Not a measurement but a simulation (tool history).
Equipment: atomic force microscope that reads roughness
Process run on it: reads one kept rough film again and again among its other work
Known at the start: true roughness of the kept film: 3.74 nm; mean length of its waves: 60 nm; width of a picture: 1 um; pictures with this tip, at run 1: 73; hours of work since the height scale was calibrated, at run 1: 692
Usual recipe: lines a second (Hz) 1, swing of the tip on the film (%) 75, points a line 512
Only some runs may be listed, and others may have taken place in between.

run	hour	lines a second (Hz)	swing of the tip on the film (%)	points a line	pictures with this tip	hours of work since the height scale was calibrated	roughness of the kept film (nm (root mean square))
1	0	1	75	512	73	692	3.371
# hour 34.9: new tip fitted
2	35.3	1	75	512	0	709	3.374
3	64.3	1	75	512	22	724	3.355
4	88.7	1	75	512	41	736	3.358
5	109.1	1	75	423	56	746	3.345
6	146.9	1	75	459	84	765	3.38
# hour 165.9: new tip fitted
7	178.9	1	75	459	10	781	3.353
8	221.3	1	75	459	42	802	3.352
9	251.4	1	75	512	65	817	3.348
10	281.3	1	75	512	87	832	3.375
# hour 298.5: new tip fitted
11	330.5	1	75	512	24	856	3.378
12	367.2	1	75	512	51	875	3.357
13	388.3	1	75	512	67	885	3.365
14	426.6	1	75	512	96	904	3.354
# hour 430.2: new tip fitted
15	459	1	75	512	22	920	3.383
16	481.7	1.93	75	512	39	932	3.214
17	525.3	1.93	75	512	72	953	3.197
18	555.8	1.93	75	512	95	969	3.21
# hour 563.2: new tip fitted
19	582	1.93	75	512	14	982	3.192
20	609.7	1	75	291	35	995	3.36
21	636.5	1	75	291	55	1009	3.344
22	668.8	0.96	75	512	80	1025	3.363
# hour 693.5: new tip fitted
23	716.3	0.96	60	512	17	1049	3.508
24	757.9	1	75	307	48	1069	3.35
25	782.8	1	75	307	67	1082	3.364
26	809.5	1	75	512	87	1095	3.353
# hour 824.7: new tip fitted
27	844.8	2.43	75	512	15	1113	3.11
28	890.6	2.43	75	512	50	1135	3.077
29	924.7	0.76	60	512	76	1153	3.525
30	947.9	0.76	60	512	93	1164	3.493
# hour 955.1: new tip fitted
31	968.7	0.66	58	273	10	1174	3.541
32	990.5	0.66	58	273	27	1185	3.532
33	1022.9	1.14	82	536	51	1201	3.236
34	1051	3.05	75	535	72	1215	3.002
35	1082.8	0.94	75	535	96	1231	3.379
# hour 1086.8: new tip fitted
36	1119.3	3.59	82	764	24	1249	2.703
37	1145.3	0.52	82	764	44	1262	3.441
38	1187	0.52	82	764	75	1283	3.421
# hour 1217.6: new tip fitted
39	1225.4	1.68	75	274	6	1302	3.253
40	1258.9	1.68	75	274	31	1319	3.248
41	1289.3	1.68	75	274	54	1334	3.223
42	1334.8	1.22	75	512	88	1357	3.324
# hour 1350.8: new tip fitted
43	1359.2	1.22	59	512	6	1369	3.47
44	1392.3	1.97	62	524	31	1385	3.399
45	1416	1	75	434	49	1397	3.353
46	1457.7	1.45	86	512	80	1418	3.098
# hour 1484.3: new tip fitted
47	1491.7	1.45	69	392	6	1435	3.359
48	1512.7	1.45	69	392	21	1445	3.353
49	1559.1	0.96	75	357	56	1469	3.368
50	1587	1	74	696	77	1483	3.399
# hour 1614.9: new tip fitted
51	1623.5	1	74	696	6	1501	3.398
52	1649.1	2.37	82	593	26	1513	2.941

Predict each of these 3 candidate next runs independently; none follows another, all start after run 52:
A	1687.9	1	84	512	55	1533	?
B	1687.9	1	75	512	55	1533	?
C	1687.9	2.37	80	560	55	1533	?

run	roughness of the kept film (nm (root mean square))
A	3.252
B	3.342
C	2.981
Take away the tool's hidden state, keep each run's random variation, and the runs would have read:
run	roughness of the kept film (nm (root mean square))
A	3.257
B	3.347
C	2.985

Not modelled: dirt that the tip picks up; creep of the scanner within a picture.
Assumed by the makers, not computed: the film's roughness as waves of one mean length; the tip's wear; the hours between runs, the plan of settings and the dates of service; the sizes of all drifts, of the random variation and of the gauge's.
